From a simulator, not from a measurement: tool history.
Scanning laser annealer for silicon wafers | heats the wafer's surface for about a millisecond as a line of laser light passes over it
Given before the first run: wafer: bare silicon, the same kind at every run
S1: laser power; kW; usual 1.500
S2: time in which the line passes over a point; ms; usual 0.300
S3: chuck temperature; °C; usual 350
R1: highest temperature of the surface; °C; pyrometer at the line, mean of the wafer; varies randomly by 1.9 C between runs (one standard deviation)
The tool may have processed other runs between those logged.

run	day	S1	S2	S3	R1
1	0.000	1.500	0.300	350	1108
2	0.367	1.500	0.300	350	1107
3	0.804	1.500	0.300	350	1111
4	1.062	1.500	0.300	350	1110
5	1.362	1.500	0.300	350	1105
6	1.808	1.500	0.300	350	1106
7	2.083	1.500	0.300	350	1108
# day 2.262: laser's power meter calibrated
8	2.546	1.500	0.300	387	1141
9	3.125	1.500	0.300	387	1145
10	3.729	1.339	0.239	344	937
11	4.062	1.323	0.239	321	905
12	4.679	1.496	0.239	339	1013
# day 4.938: laser's power meter calibrated, once more
13	5.408	1.496	0.224	324	983

Results for each run, recomputed without the tool's hidden state and with each run's random variation untouched:
Hidden conditions of the tool in this case: light that passes the window, % of a clean one's; laser's true power over the reading, %; width of the line over the set one, %; drift of the gauge itself on peak_c, C.
run	R1
1	1133
2	1133
3	1136
4	1136
5	1131
6	1132
7	1134
8	1168
9	1172
10	959
11	926
12	1039
13	1005
